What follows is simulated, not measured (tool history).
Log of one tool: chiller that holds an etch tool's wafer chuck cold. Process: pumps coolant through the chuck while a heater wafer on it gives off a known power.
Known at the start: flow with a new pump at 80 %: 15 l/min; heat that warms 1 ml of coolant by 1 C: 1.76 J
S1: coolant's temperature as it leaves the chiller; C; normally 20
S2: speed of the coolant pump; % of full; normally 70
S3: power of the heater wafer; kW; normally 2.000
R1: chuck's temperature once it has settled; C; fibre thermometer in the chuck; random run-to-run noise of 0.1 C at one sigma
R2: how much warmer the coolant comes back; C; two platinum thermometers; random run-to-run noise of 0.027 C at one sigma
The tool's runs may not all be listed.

{"run": 1, "hour": 0.0, "S1": 20, "S2": 70, "S3": 2.0, "R1": 34.1, "R2": 5.2}
{"run": 2, "hour": 110.1, "S1": 20, "S2": 71, "S3": 2.0, "R1": 33.9, "R2": 5.15}
{"run": 3, "hour": 190.7, "S1": 20, "S2": 71, "S3": 2.0, "R1": 34.0, "R2": 5.14}
{"run": 4, "hour": 258.2, "S1": 20, "S2": 71, "S3": 2.0, "R1": 33.8, "R2": 5.19}
{"run": 5, "hour": 327.8, "S1": 19, "S2": 70, "S3": 2.0, "R1": 33.1, "R2": 5.24}
{"run": 6, "hour": 425.4, "S1": 20, "S2": 70, "S3": 2.0, "R1": 34.0, "R2": 5.24}
{"run": 7, "hour": 498.0, "S1": 20, "S2": 70, "S3": 2.0, "R1": 34.1, "R2": 5.2}
{"run": 8, "hour": 580.4, "S1": 20, "S2": 70, "S3": 2.0, "R1": 34.0, "R2": 5.25}
{"run": 9, "hour": 670.5, "S1": 20, "S2": 70, "S3": 2.0, "R1": 34.0, "R2": 5.21}
{"run": 10, "hour": 775.9, "S1": 20, "S2": 70, "S3": 1.84, "R1": 32.9, "R2": 4.78}
{"run": 11, "hour": 843.8, "S1": 20, "S2": 70, "S3": 1.84, "R1": 32.8, "R2": 4.78}
{"run": 12, "hour": 899.6, "S1": 20, "S2": 70, "S3": 1.009, "R1": 27.2, "R2": 2.62}
{"run": 13, "hour": 990.3, "S1": 20, "S2": 70, "S3": 1.009, "R1": 27.1, "R2": 2.63}
{"run": 14, "hour": 1085.3, "S1": 20, "S2": 74, "S3": 2.0, "R1": 33.3, "R2": 4.95}
{"run": 15, "hour": 1207.9, "S1": 20, "S2": 68, "S3": 2.0, "R1": 34.4, "R2": 5.42}
{"run": 16, "hour": 1327.5, "S1": 20, "S2": 70, "S3": 2.0, "R1": 34.0, "R2": 5.22}
{"run": 17, "hour": 1413.7, "S1": 13, "S2": 69, "S3": 1.31, "R1": 22.5, "R2": 3.47}
{"run": 18, "hour": 1477.0, "S1": 18, "S2": 69, "S3": 1.599, "R1": 29.4, "R2": 4.21}
{"run": 19, "hour": 1543.4, "S1": 20, "S2": 81, "S3": 2.0, "R1": 32.3, "R2": 4.49}
{"run": 20, "hour": 1605.7, "S1": 12, "S2": 70, "S3": 1.124, "R1": 19.9, "R2": 2.98}
{"run": 21, "hour": 1706.2, "S1": 10, "S2": 64, "S3": 1.124, "R1": 18.5, "R2": 3.22}
{"hour": 1740.7, "done": "chiller's thermometer calibrated"}
{"run": 22, "hour": 1764.6, "S1": 10, "S2": 100, "S3": 1.908, "R1": 19.7, "R2": 3.43}
{"run": 23, "hour": 1854.7, "S1": 13, "S2": 61, "S3": 1.908, "R1": 28.2, "R2": 5.76}
{"run": 24, "hour": 1968.9, "S1": 13, "S2": 61, "S3": 1.908, "R1": 28.3, "R2": 5.77}
{"run": 25, "hour": 2051.3, "S1": 12, "S2": 97, "S3": 2.748, "R1": 26.3, "R2": 5.15}
{"run": 26, "hour": 2122.2, "S1": 27, "S2": 71, "S3": 2.0, "R1": 40.9, "R2": 5.13}

For run 27, what comes out?
{"run": 27, "hour": 2202.0, "S1": 27, "S2": 71, "S3": 2.0, "R1": "?", "R2": "?"}

{"run 27": {"R1": 40.9, "R2": 5.16}}
Take away the tool's hidden state, keep the run-to-run variation as it was, and the same run would have given R1 40.9 C, R2 5.16 C.
